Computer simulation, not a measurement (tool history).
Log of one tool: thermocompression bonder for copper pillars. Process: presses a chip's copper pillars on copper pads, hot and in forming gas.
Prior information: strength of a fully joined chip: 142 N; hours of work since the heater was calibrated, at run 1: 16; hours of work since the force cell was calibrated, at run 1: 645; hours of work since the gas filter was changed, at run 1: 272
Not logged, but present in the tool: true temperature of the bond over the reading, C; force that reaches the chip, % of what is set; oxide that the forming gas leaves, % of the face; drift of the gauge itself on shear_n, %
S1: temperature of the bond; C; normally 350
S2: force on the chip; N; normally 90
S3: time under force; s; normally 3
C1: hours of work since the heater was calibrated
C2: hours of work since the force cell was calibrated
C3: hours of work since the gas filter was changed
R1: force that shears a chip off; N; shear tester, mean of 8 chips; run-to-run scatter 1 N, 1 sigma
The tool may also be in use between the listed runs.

run	hour	S1	S2	S3	C1	C2	C3	R1
1	0.0	350	90	3	16	645	272	95.4
2	64.1	350	90	3	46	675	302	95.6
3	99.0	350	90	3	62	691	318	97.5
# hour 126.2: force cell calibrated
4	167.2	350	90	3	93	19	350	91.5
5	205.5	350	90	3	111	37	368	90.5
6	259.6	350	107	3	137	62	393	103.4
7	303.6	350	90	3	157	83	413	91.8
# hour 323.5: forming gas filter changed
8	360.2	339	90	3	183	109	17	90.6
9	402.6	339	90	3	203	129	37	89.5
10	472.8	350	90	3	236	162	70	99.4
11	545.3	350	90	3	270	196	104	97.4
12	581.0	350	90	3	287	213	121	99.2
13	651.9	350	90	3	320	246	154	98.6
14	731.5	350	90	3	357	283	191	99.1
15	784.5	350	90	3	382	308	216	97.0
16	829.6	350	90	3	403	329	237	97.9
17	871.9	350	90	3	423	349	257	98.9
18	947.9	350	90	3	459	384	292	99.2
19	1003.0	350	90	3	484	410	318	97.9
20	1067.6	350	90	3	515	440	348	100.9
21	1109.5	350	90	3	534	460	368	100.4
22	1186.4	350	83	2	570	496	404	83.9
# hour 1227.7: forming gas filter changed
23	1239.9	343	61	3	595	521	6	71.0
24	1301.5	373	90	3	624	550	35	117.8
25	1365.8	340	90	3	654	580	65	98.6
26	1399.0	375	127	5	669	595	80	137.2
# hour 1420.0: heater calibrated with a thermocouple chip
27	1475.2	352	127	4	26	630	115	126.4
28	1545.6	352	127	4	59	663	148	129.0
29	1585.2	334	127	5	77	682	166	122.7
# hour 1628.7: force cell calibrated
30	1647.1	335	76	4	106	9	195	78.7
31	1728.6	335	82	4	144	47	233	84.9
32	1762.8	359	75	3	160	63	249	86.4
33	1805.9	347	66	4	180	83	269	77.7
34	1866.0	369	130	8	208	111	297	134.2
35	1929.0	334	76	7	238	141	327	94.7
36	1977.0	334	76	7	260	163	349	94.1
37	2031.4	334	76	7	285	188	374	92.9
38	2078.2	334	76	7	307	210	396	93.2
# hour 2134.5: forming gas filter changed
39	2141.1	349	90	5	337	240	3	110.0

Selected run-to-run steps in R1, each split into two signed amounts: the part the tool would show with no hidden state at all (from settings, incoming material and random variation), and the remainder, which goes to the hidden state together with any gauge scatter not common to the measured and the hidden-state-free results:
Run 7 -> 8: S1 350 -> 339, forming gas filter changed. R1 -1.2 N: hidden state +5.6, all else -6.8.
Run 23 -> 24: S1 343 -> 373, S2 61 -> 90. R1 +46.8 N: hidden state -1.1, all else +47.9.
Run 25 -> 26: S1 340 -> 375, S2 90 -> 127, S3 3 -> 5. R1 +38.6 N: hidden state -9.4, all else +48.0.
Run 29 -> 30: S1 334 -> 335, S2 127 -> 76, S3 5 -> 4, force cell calibrated. R1 -44.0 N: hidden state -2.3, all else -41.7.
Run 33 -> 34: S1 347 -> 369, S2 66 -> 130, S3 4 -> 8. R1 +56.5 N: hidden state -4.9, all else +61.4.
Run 34 -> 35: S1 369 -> 334, S2 130 -> 76, S3 8 -> 7. R1 -39.5 N: hidden state +5.0, all else -44.5.
